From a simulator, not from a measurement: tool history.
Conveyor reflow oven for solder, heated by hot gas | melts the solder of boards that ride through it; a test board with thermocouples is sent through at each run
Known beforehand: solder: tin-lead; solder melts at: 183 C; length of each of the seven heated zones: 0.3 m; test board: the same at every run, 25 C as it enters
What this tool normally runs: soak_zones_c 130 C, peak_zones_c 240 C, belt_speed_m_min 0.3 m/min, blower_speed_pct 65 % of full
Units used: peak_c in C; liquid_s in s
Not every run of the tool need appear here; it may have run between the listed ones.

run    day  soak_zones_c  peak_zones_c  belt_speed_m_min  blower_speed_pct  peak_c  liquid_s
  1      0           130           240               0.3                65     220      89.2
  2  0.217           130           240               0.3                65   220.1      88.9
  3  0.421           130           240               0.3                65   219.9      89.1
  4  0.692           130           240               0.3                65   219.9        89
  5  1.054           130           235               0.3                65   215.8      83.5
  6  1.421           130           235               0.3                65   215.9      83.6
  7  1.725           130           235               0.3                65   215.8      83.9
  8  1.958           130           235              0.25                65   222.1     111.2
  9  2.171           130           235              0.25                65   221.7     111.2
 10  2.596           130           235              0.25                65   221.7     111.5
 11  2.908           130           235              0.25                65   221.6     111.2
 12  3.212           116           235              0.24                61   220.1     105.9
 13  3.421           116           235              0.24                61     220       106
 14  3.688           130           246               0.3                78   228.7      98.5
 15  4.125           118           246             0.324                77   223.4      80.3
 16  4.504           126           246             0.315                77     226      89.2
 17  4.817           126           246             0.339                77   223.1      79.9
 18  5.212           122           254               0.3                71   232.5      98.3
 19  5.417           130           243             0.342                58   214.2      70.1
 20  5.717           130           245             0.296                52   219.9      88.7
 21  6.129           138           240               0.3                88   226.7     101.6

Alternative continuations, all from the tool just after run 21; predict every row:
  A  6.517           130           240               0.3                64       ?         ?
  B  6.517           130           237             0.269                65       ?         ?
  C  6.517           138           232             0.335                88       ?         ?
  D  6.517           138           238              0.29                88       ?         ?

run  peak_c  liquid_s
  A   219.6      88.4
  B     221     101.7
  C   216.4      79.6
  D   225.8     103.8
Without the tool's hidden state the same runs would have given:
run  peak_c  liquid_s
  A   220.3      88.7
  B   221.4     101.8
  C   217.2      80.4
  D   226.4     103.8
